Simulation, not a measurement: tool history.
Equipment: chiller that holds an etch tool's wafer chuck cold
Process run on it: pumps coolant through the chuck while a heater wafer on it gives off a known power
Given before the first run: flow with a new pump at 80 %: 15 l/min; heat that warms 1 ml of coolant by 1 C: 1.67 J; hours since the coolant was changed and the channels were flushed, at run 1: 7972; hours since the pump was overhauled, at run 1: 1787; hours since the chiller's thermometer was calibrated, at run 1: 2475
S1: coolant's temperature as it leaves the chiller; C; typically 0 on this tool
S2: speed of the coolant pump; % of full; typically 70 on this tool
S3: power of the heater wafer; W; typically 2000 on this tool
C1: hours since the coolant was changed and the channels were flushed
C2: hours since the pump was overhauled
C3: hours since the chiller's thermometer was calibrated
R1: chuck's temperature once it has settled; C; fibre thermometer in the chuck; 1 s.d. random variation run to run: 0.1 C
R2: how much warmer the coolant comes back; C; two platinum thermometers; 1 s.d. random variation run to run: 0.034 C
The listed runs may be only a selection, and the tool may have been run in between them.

run 1 hour=0.0 | S1=0 S2=70 S3=2000 | C1=7972 C2=1787 C3=2475 | R1=17.1 R2=5.69
run 2 hour=99.1 | S1=0 S2=73 S3=2000 | C1=8072 C2=1887 C3=2574 | R1=16.6 R2=5.49
run 3 hour=149.5 | S1=0 S2=73 S3=2000 | C1=8122 C2=1937 C3=2624 | R1=16.8 R2=5.52
run 4 hour=246.7 | S1=0 S2=81 S3=2000 | C1=8219 C2=2034 C3=2721 | R1=15.9 R2=4.94
run 5 hour=314.3 | S1=0 S2=81 S3=2000 | C1=8287 C2=2102 C3=2789 | R1=15.9 R2=4.96
run 6 hour=367.5 | S1=0 S2=81 S3=2000 | C1=8340 C2=2155 C3=2842 | R1=16.0 R2=4.91
run 7 hour=440.7 | S1=0 S2=81 S3=2000 | C1=8413 C2=2228 C3=2915 | R1=15.9 R2=4.97
run 8 hour=557.4 | S1=4 S2=70 S3=2000 | C1=8530 C2=2345 C3=3032 | R1=21.3 R2=5.76
run 9 hour=661.3 | S1=4 S2=70 S3=2000 | C1=8634 C2=2449 C3=3136 | R1=21.5 R2=5.77
run 10 hour=751.6 | S1=4 S2=70 S3=2000 | C1=8724 C2=2539 C3=3226 | R1=21.5 R2=5.76
run 11 hour=869.2 | S1=4 S2=70 S3=2000 | C1=8842 C2=2657 C3=3344 | R1=21.5 R2=5.76
-- hour=883.3 coolant pump overhauled
run 12 hour=925.7 | S1=4 S2=79 S3=2000 | C1=8893 C2=42 C3=3395 | R1=20.5 R2=5.19
run 13 hour=978.9 | S1=3 S2=70 S3=1565 | C1=8946 C2=96 C3=3449 | R1=16.8 R2=4.59

Forecast run 14:
run 14 hour=1102.4 | S1=0 S2=89 S3=2000 | C1=9070 C2=219 C3=3572 | R1=? R2=?

{"run 14": {"R1": 15.6, "R2": 4.63}}
The same run, on a tool lacking any hidden state, would have yielded R1 13.1 C, R2 4.29 C.
